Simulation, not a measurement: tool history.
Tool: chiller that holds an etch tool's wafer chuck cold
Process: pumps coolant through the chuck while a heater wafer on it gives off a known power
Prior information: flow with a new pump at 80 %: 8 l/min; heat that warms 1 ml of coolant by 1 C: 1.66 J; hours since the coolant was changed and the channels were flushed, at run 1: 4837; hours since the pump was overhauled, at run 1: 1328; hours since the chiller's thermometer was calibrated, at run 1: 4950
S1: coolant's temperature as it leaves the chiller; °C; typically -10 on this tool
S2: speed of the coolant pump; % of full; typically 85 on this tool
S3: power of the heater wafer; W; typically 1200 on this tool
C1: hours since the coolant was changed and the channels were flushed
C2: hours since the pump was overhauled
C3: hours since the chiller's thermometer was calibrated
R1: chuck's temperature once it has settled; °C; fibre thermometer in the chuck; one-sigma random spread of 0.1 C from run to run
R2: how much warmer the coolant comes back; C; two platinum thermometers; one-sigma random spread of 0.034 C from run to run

run	day	S1	S2	S3	C1	C2	C3	R1	R2
1	0.000	-10	85	1200	4837	1328	4950	-0.4	5.11
2	3.342	-10	85	1200	4917	1408	5030	-0.3	5.09
3	6.858	-10	68	1200	5002	1492	5114	2.0	6.56
4	10.183	-10	85	1200	5082	1572	5194	-0.3	5.09
5	12.971	-13	85	1200	5149	1639	5261	-3.3	5.11
6	15.058	-10	95	1200	5199	1689	5311	-1.4	4.52
7	18.796	-10	95	1200	5288	1779	5401	-1.3	4.48
8	22.488	-10	95	1200	5377	1867	5490	-1.2	4.53
# day 22.750: chiller's thermometer calibrated
9	26.075	-10	85	1200	5462	1952	80	-0.5	5.14
10	29.275	-10	85	1200	5539	2029	157	-0.4	5.10
11	32.467	-10	71	1200	5615	2106	233	1.5	6.29
12	34.979	-10	71	1200	5676	2166	293	1.5	6.30
13	36.800	-10	71	1200	5719	2210	337	1.3	6.27
14	40.317	-10	85	1507	5804	2294	422	2.0	6.50
15	43.742	-10	85	1200	5886	2376	504	0.0	5.12
16	47.146	-10	85	1200	5968	2458	585	-0.4	5.10
17	49.846	-8	60	1200	6032	2523	650	5.7	7.57
18	53.404	0	81	634	6118	2608	736	5.5	2.87
19	57.154	-6	81	634	6208	2698	826	-0.5	2.85
20	60.025	-8	89	605	6277	2767	895	-3.4	2.41
21	62.862	-8	89	605	6345	2835	963	-3.4	2.49
22	65.346	-6	94	855	6405	2895	1022	0.3	3.30
23	69.112	-9	94	855	6495	2985	1113	-2.9	3.30
24	71.204	-10	85	1360	6545	3036	1163	1.2	5.82
25	74.783	-10	85	1360	6631	3121	1249	1.2	5.84
26	77.021	-10	85	1261	6685	3175	1302	0.3	5.47
27	79.996	-4	91	1479	6756	3247	1374	7.5	5.90
28	82.958	-4	91	1479	6827	3318	1445	7.4	5.96
29	84.567	-11	66	1200	6866	3356	1484	1.7	6.82
30	86.429	-18	85	618	6910	3401	1528	-12.8	2.61
31	89.529	-12	94	857	6985	3475	1603	-5.7	3.24
32	92.904	-17	81	1309	7066	3556	1684	-5.7	6.03

Consider 3 possible next runs. They are alternatives, not a sequence: every one starts from the tool as it was left by run 32. What does each give?
A	95.971	-10	85	600	7140	3630	1757	?	?
B	95.971	-15	90	1309	7140	3630	1757	?	?
C	95.971	-5	91	650	7140	3630	1757	?	?

run	R1	R2
A	-5.1	2.60
B	-4.6	5.33
C	0.1	2.58
With the hidden condition removed and each run's random variation left untouched, the same runs would have given:
run	R1	R2
A	-5.7	2.54
B	-5.8	5.22
C	-0.5	2.53
